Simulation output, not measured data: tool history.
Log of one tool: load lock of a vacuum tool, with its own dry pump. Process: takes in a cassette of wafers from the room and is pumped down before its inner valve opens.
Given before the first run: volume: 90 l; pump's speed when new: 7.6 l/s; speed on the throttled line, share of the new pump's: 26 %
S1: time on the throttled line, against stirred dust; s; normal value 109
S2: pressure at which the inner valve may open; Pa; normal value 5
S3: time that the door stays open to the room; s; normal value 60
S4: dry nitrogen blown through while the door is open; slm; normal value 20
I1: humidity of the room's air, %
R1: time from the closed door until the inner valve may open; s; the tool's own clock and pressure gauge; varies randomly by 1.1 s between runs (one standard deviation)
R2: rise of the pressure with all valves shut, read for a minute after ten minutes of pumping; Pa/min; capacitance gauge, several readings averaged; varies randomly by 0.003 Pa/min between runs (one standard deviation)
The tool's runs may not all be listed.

Run 1, hour 0.0: usual settings; I1 47.8. Result: R1 205.0 s, R2 0.054 Pa/min.
Run 2, hour 57.0: usual settings; I1 47.0. Result: R1 205.3 s, R2 0.051 Pa/min.
Run 3, hour 165.6: usual settings; I1 44.4. Result: R1 207.1 s, R2 0.050 Pa/min.
Run 4, hour 216.3: usual settings; I1 44.0. Result: R1 206.0 s, R2 0.050 Pa/min.
Run 5, hour 307.0: usual settings; I1 46.6. Result: R1 205.6 s, R2 0.054 Pa/min.
Run 6, hour 367.6: usual settings but S2 9 Pa; I1 48.0. Result: R1 198.9 s, R2 0.058 Pa/min.
Run 7, hour 432.0: usual settings but S2 6 Pa; I1 45.2. Result: R1 203.7 s, R2 0.056 Pa/min.
Run 8, hour 484.4: usual settings but S2 6 Pa; I1 45.6. Result: R1 204.6 s, R2 0.055 Pa/min.
Run 9, hour 591.5: usual settings but S2 6 Pa; I1 43.1. Result: R1 204.4 s, R2 0.056 Pa/min.
Run 10, hour 667.1: usual settings but S2 6 Pa, S3 158 s; I1 45.0. Result: R1 202.7 s, R2 0.102 Pa/min.
Run 11, hour 770.0: usual settings but S2 6 Pa, S3 158 s, S4 25 slm; I1 45.5. Result: R1 205.3 s, R2 0.092 Pa/min.
Run 12, hour 841.1: usual settings but S2 6 Pa, S3 158 s, S4 25 slm; I1 48.3. Result: R1 203.0 s, R2 0.102 Pa/min.
Run 13, hour 908.2: usual settings but S2 6 Pa, S3 158 s, S4 25 slm; I1 46.0. Result: R1 206.2 s, R2 0.092 Pa/min.
Run 14, hour 972.8: usual settings but S2 6 Pa, S3 158 s, S4 25 slm; I1 40.2. Result: R1 203.8 s, R2 0.086 Pa/min.
Run 15, hour 1056.0: usual settings but S2 6 Pa, S3 158 s, S4 4 slm; I1 47.5. Result: R1 205.7 s, R2 0.147 Pa/min.
Run 16, hour 1101.9: usual settings but S1 128 s; I1 47.9. Result: R1 219.6 s, R2 0.056 Pa/min.
Run 17, hour 1154.4: usual settings; I1 44.5. Result: R1 206.0 s, R2 0.051 Pa/min.
Run 18, hour 1225.7: usual settings but S1 115 s; I1 42.4. Result: R1 209.1 s, R2 0.054 Pa/min.
Run 19, hour 1325.7: usual settings but S1 180 s, S2 7 Pa, S3 211 s; I1 45.8. Result: R1 255.5 s, R2 0.123 Pa/min.
Run 20, hour 1370.2: usual settings but S1 90 s, S3 121 s, S4 4 slm; I1 47.4. Result: R1 194.6 s, R2 0.118 Pa/min.
Run 21, hour 1417.4: usual settings but S1 90 s, S3 121 s, S4 4 slm; I1 45.5. Result: R1 192.3 s, R2 0.112 Pa/min.
Run 22, hour 1480.0: usual settings but S1 90 s, S3 121 s, S4 4 slm; I1 44.6. Result: R1 193.6 s, R2 0.112 Pa/min.
Run 23, hour 1529.3: usual settings but S2 10 Pa; I1 46.8. Result: R1 198.3 s, R2 0.059 Pa/min.
Run 24, hour 1590.9: usual settings but S1 95 s, S4 16 slm; I1 40.2. Result: R1 196.9 s, R2 0.057 Pa/min.
Run 25, hour 1691.4: usual settings but S1 95 s, S4 16 slm; I1 44.9. Result: R1 198.0 s, R2 0.056 Pa/min.
Run 26, hour 1755.9: usual settings but S1 95 s, S4 10 slm; I1 45.2. Result: R1 195.3 s, R2 0.067 Pa/min.
Run 27, hour 1830.9: usual settings but S1 95 s, S4 10 slm; I1 49.6. Result: R1 199.0 s, R2 0.063 Pa/min.
Run 28, hour 1921.0: usual settings but S2 6 Pa, S3 121 s; I1 43.9. Result: R1 203.8 s, R2 0.084 Pa/min.
Run 29, hour 2017.9: usual settings but S2 7 Pa, S3 163 s, S4 6 slm; I1 46.2. Result: R1 204.3 s, R2 0.139 Pa/min.
Run 30, hour 2120.2: usual settings but S3 204 s; I1 42.2. Result: R1 208.0 s, R2 0.113 Pa/min.
Run 31, hour 2174.8: usual settings but S3 204 s; I1 43.6. Result: R1 207.0 s, R2 0.118 Pa/min.
Run 32, hour 2230.6: usual settings but S3 204 s; I1 42.5. Result: R1 209.2 s, R2 0.112 Pa/min.
Run 33, hour 2325.5: usual settings but S3 204 s; I1 46.1. Result: R1 206.7 s, R2 0.121 Pa/min.
Run 34, hour 2370.7: usual settings but S3 204 s; I1 42.8. Result: R1 209.3 s, R2 0.115 Pa/min.
Run 35, hour 2432.4: usual settings but S3 204 s; I1 43.9. Result: R1 208.8 s, R2 0.118 Pa/min.
Run 36, hour 2510.7: usual settings but S4 13 slm; I1 45.0. Result: R1 207.0 s, R2 0.065 Pa/min.

Some steps in R1, run to run, broken into two amounts with sign: the step expected even without the hidden condition (settings, incoming material, random variation), and the rest, left for the hidden condition together with whatever gauge scatter is not in both the measured and the hidden-condition-free result:
The hidden state here: pump's speed, % of a new pump's; leak at the door's seal, Pa l/s; drift of the gauge itself on ready_s, %; drift of the gauge itself on rise_pa_min, %.
Run 15 -> 16: S1 109 -> 128, S2 6 -> 5, S3 158 -> 60, S4 4 -> 20. R1 +13.9 s: hidden state -0.4, all else +14.3.
Run 18 -> 19: S1 115 -> 180, S2 5 -> 7, S3 60 -> 211. R1 +46.4 s: hidden state -1.8, all else +48.2.
Run 19 -> 20: S1 180 -> 90, S2 7 -> 5, S3 211 -> 121, S4 20 -> 4. R1 -60.9 s: hidden state +2.7, all else -63.6.
Run 22 -> 23: S1 90 -> 109, S2 5 -> 10, S3 121 -> 60, S4 4 -> 20. R1 +4.7 s: hidden state -1.6, all else +6.3.
